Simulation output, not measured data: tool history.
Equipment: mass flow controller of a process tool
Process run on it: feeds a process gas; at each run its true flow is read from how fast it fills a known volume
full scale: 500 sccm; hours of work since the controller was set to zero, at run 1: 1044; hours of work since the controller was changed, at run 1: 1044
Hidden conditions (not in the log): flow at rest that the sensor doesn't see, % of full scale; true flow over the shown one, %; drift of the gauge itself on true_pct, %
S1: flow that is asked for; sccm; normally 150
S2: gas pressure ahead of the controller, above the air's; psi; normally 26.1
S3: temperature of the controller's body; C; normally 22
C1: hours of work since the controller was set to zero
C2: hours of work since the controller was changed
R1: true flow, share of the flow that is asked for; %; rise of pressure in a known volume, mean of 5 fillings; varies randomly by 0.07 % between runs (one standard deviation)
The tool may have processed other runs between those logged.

run,hour,S1,S2,S3,C1,C2,R1
1,0.0,150,26.1,22,1044,1044,99.10
2,88.5,150,26.1,22,1072,1072,99.03
3,179.8,150,26.1,22,1101,1101,99.22
4,346.1,150,26.1,22,1154,1154,99.34
5,506.7,150,26.1,22,1205,1205,99.31
6,648.3,150,26.1,22,1250,1250,99.38
7,823.6,150,26.1,22,1305,1305,99.32
8,947.4,150,26.1,22,1344,1344,99.53
9,1052.0,150,26.1,22,1378,1378,99.43
10,1204.0,156,26.1,22,1426,1426,99.53
11,1279.7,156,26.1,22,1450,1450,99.44
12,1412.4,156,26.1,22,1492,1492,99.51
13,1540.2,150,26.1,22,1532,1532,99.56
14,1659.1,150,26.1,22,1570,1570,99.44
15,1807.0,150,26.1,22,1617,1617,99.57
16,1956.2,150,26.1,22,1664,1664,99.63
# hour 1972.3: controller's zero set anew
17,2055.1,150,26.1,22,26,1695,99.87
18,2141.0,150,26.1,22,53,1722,99.90
19,2247.3,52,26.1,22,87,1756,100.83
20,2368.3,52,26.1,22,125,1794,101.05
21,2544.5,52,26.1,22,181,1850,101.13
22,2709.5,150,26.1,22,233,1902,100.07
23,2798.7,150,26.1,22,262,1931,100.02
# hour 2862.5: controller's zero set anew, once more
24,2954.3,93,26.1,22,29,1980,98.78
25,3068.3,230,28.0,32,65,2016,99.10
26,3182.2,230,28.0,32,101,2052,98.96
27,3301.7,230,28.0,32,139,2090,99.16
28,3408.7,230,28.0,32,173,2124,99.03
29,3571.5,230,28.0,32,225,2175,99.08
30,3741.4,241,31.9,32,278,2229,98.98
31,3879.8,274,24.7,32,322,2273,99.61
32,4029.7,274,24.7,32,370,2320,99.53
33,4145.6,274,24.7,32,406,2357,99.60
34,4276.8,83,22.3,37,448,2399,98.56
35,4438.4,388,26.1,26,499,2450,100.53
36,4542.6,150,26.1,40,532,2483,98.56
37,4687.0,241,27.6,23,578,2529,99.70
38,4857.4,268,38.1,23,632,2583,99.53
39,5034.2,69,28.4,37,688,2638,98.58
40,5139.3,69,28.4,37,721,2672,98.63
41,5236.6,237,25.8,24,752,2703,99.95
42,5372.9,86,31.0,25,795,2746,98.96
43,5506.1,457,26.1,28,837,2788,101.05
44,5650.4,361,26.5,28,883,2834,100.52
45,5757.0,150,26.1,25,917,2867,99.47
46,5906.6,56,29.4,27,964,2915,99.40
47,6061.7,56,29.4,27,1013,2964,99.44

Measured minus without-hidden-state, run by run (identical run-to-run variation in each term; gauge scatter may differ):
run,R1
1,+1.19
2,+1.22
3,+1.24
4,+1.27
5,+1.30
6,+1.34
7,+1.38
8,+1.41
9,+1.43
10,+1.43
11,+1.45
12,+1.47
13,+1.53
14,+1.56
15,+1.59
16,+1.63
17,+1.83
18,+1.85
19,+3.63
20,+3.68
21,+3.76
22,+1.97
23,+1.99
24,+1.10
25,+1.06
26,+1.08
27,+1.11
28,+1.13
29,+1.15
30,+1.18
31,+1.19
32,+1.21
33,+1.24
34,+1.52
35,+1.25
36,+1.41
37,+1.34
38,+1.36
39,+1.87
40,+1.91
41,+1.44
42,+1.84
43,+1.37
44,+1.43
45,+1.67
46,+2.38
47,+2.45

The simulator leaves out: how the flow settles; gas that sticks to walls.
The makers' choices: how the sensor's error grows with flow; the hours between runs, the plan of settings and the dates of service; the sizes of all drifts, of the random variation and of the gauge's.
